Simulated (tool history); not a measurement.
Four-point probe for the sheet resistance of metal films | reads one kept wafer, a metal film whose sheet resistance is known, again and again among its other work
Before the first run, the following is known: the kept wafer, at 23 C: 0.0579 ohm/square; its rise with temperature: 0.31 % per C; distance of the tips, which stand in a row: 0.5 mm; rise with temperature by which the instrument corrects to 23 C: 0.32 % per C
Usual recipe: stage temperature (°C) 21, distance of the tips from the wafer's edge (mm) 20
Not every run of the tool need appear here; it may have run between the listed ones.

| run | hour | stage temperature (°C) | distance of the tips from the wafer's edge (mm) | sheet resistance as the instrument gives it (ohm/square) |
|---|---|---|---|---|
| 1 | 0 | 21 | 20 | 0.057914 |
| 2 | 42.9 | 21 | 20 | 0.057928 |
| 3 | 129.8 | 21 | 20 | 0.057933 |
| 4 | 202.8 | 22 | 20 | 0.057937 |
|  | 209.4 | stage's thermometer calibrated |
| 5 | 248.7 | 22 | 20 | 0.057839 |
| 6 | 341.2 | 22 | 20 | 0.057841 |
| 7 | 424.2 | 25 | 3 | 0.058674 |
|  | 477.1 | stage's thermometer calibrated, once more |
| 8 | 477.1 | 19 | 3 | 0.058956 |
| 9 | 555.1 | 19 | 3 | 0.058975 |
| 10 | 634.1 | 19 | 3 | 0.058965 |
| 11 | 725.3 | 30 | 58 | 0.058023 |
| 12 | 822.6 | 30 | 5 | 0.058333 |

Measured minus without-hidden-state, run by run (identical run-to-run variation in each term; gauge scatter may differ):
Unlogged tool condition in this case: inner tips' distance over the nominal, %; tips' flats over new ones', %; wafer's true temperature over the reading, C; drift of the gauge itself on sheet_ohm, %.
| run | sheet resistance as the instrument gives it (ohm/square) |
|---|---|
| 1 | -0.000007 |
| 2 | -0.000006 |
| 3 | -0.000003 |
| 4 | -0.000001 |
| 5 | -0.000084 |
| 6 | -0.000082 |
| 7 | -0.000077 |
| 8 | +0.000174 |
| 9 | +0.000177 |
| 10 | +0.000179 |
| 11 | +0.00018 |
| 12 | +0.000184 |
